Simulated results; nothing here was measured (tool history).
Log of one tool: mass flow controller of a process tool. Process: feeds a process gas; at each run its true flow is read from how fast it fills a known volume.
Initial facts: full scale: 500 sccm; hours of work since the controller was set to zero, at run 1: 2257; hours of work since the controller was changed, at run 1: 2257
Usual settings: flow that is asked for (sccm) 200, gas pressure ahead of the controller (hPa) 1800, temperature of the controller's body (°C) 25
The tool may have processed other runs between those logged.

run    hour  flow that is asked for (sccm)  gas pressure ahead of the controller (hPa)  temperature of the controller's body (°C)  hours of work since the controller was set to zero  hours of work since the controller was changed  true flow (%)
  1     0.0                            200                                        1800                                         25                                                2257                                            2257          97.87
  2   139.4                            200                                        1800                                         25                                                2332                                            2332          97.71
  3   235.7                            200                                        1800                                         25                                                2383                                            2383          97.71
  4   330.2                            200                                        1970                                         25                                                2434                                            2434          97.58
  5   455.2                            200                                        1800                                         25                                                2501                                            2501          97.59
  6   537.7                            200                                        1800                                         25                                                2545                                            2545          97.62
  7   694.0                            200                                        1800                                         25                                                2628                                            2628          97.51
  8   847.6                            200                                        1800                                         25                                                2711                                            2711          97.59
  9   969.9                            200                                        1800                                         25                                                2776                                            2776          97.64
 10  1078.8                            200                                        1800                                         25                                                2834                                            2834          97.45
 11  1261.6                            200                                        1800                                         25                                                2932                                            2932          97.38
 12  1380.9                            200                                        1800                                         25                                                2996                                            2996          97.35
 13  1501.7                            200                                        1760                                         25                                                3060                                            3060          97.35
 14  1594.6                            387                                        1770                                         37                                                3110                                            3110          99.58

Alternative continuations, all from the tool just after run 14; predict every row:
  A  1687.4                            387                                        1890                                         27                                                3160                                            3160              ?
  B  1687.4                            266                                        2340                                         25                                                3160                                            3160              ?
  C  1687.4                            479                                        2260                                         33                                                3160                                            3160              ?
  D  1687.4                            128                                        2190                                         32                                                3160                                            3160              ?
  E  1687.4                             70                                        2610                                         30                                                3160                                            3160              ?

run  true flow (%)
  A          98.69
  B          97.54
  C          99.35
  D          96.98
  E          95.63
With the hidden condition removed and each run's random variation left untouched, the same runs would have given:
run  true flow (%)
  A          99.75
  B          98.70
  C         100.36
  D          98.50
  E          97.73
